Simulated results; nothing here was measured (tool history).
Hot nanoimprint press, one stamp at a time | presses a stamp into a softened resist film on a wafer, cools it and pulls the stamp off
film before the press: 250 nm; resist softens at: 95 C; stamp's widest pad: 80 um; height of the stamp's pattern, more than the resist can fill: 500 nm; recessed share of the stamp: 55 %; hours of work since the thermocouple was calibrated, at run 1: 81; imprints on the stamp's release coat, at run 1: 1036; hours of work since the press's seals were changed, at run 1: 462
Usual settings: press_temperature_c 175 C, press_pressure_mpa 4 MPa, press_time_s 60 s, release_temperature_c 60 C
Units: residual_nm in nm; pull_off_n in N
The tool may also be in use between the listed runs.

run	hour	press_temperature_c	press_pressure_mpa	press_time_s	release_temperature_c	hours of work since the thermocouple was calibrated	imprints on the stamp's release coat	hours of work since the press's seals were changed	residual_nm	pull_off_n
1	0	175	4	60	60	81	1036	462	99.3	305
2	33.9	175	4	60	60	101	1191	483	99.4	315
# hour 47.8: stamp cleaned and given a new release coat
3	59.8	175	4	48	60	114	54	495	108.1	222
4	84.4	175	4	48	60	128	166	510	108.4	231
5	111.3	175	4	48	60	145	289	526	108	247
# hour 117: plate thermocouple calibrated
6	145.4	175	4	48	60	17	430	545	107.1	244
7	161.4	165	3.26	78	47	27	503	555	136.1	312
8	187.1	185	4.41	97	58	42	620	570	55.6	283
9	204.1	181	4	31	60	53	697	581	104.5	267
10	222.3	175	4	44	65	64	780	592	110.9	259
11	246.7	175	4	44	65	78	890	606	110.5	261
12	277.9	175	4.15	44	51	97	1033	625	108.2	337

4 ways to go on from here, each from the tool as it stands after run 12. What would each give?
A	305.7	175	4	88	60	114	1159	642	?	?
B	305.7	166	4.15	44	51	114	1159	642	?	?
C	305.7	165	3.02	60	49	114	1159	642	?	?
D	305.7	186	3.28	60	53	114	1159	642	?	?

run	residual_nm	pull_off_n
A	84.2	320
B	143.2	375
C	152.2	366
D	76.5	358
Without the tool's hidden state the same runs would have given:
run	residual_nm	pull_off_n
A	84.9	223
B	144.5	261
C	154.2	255
D	77.1	249
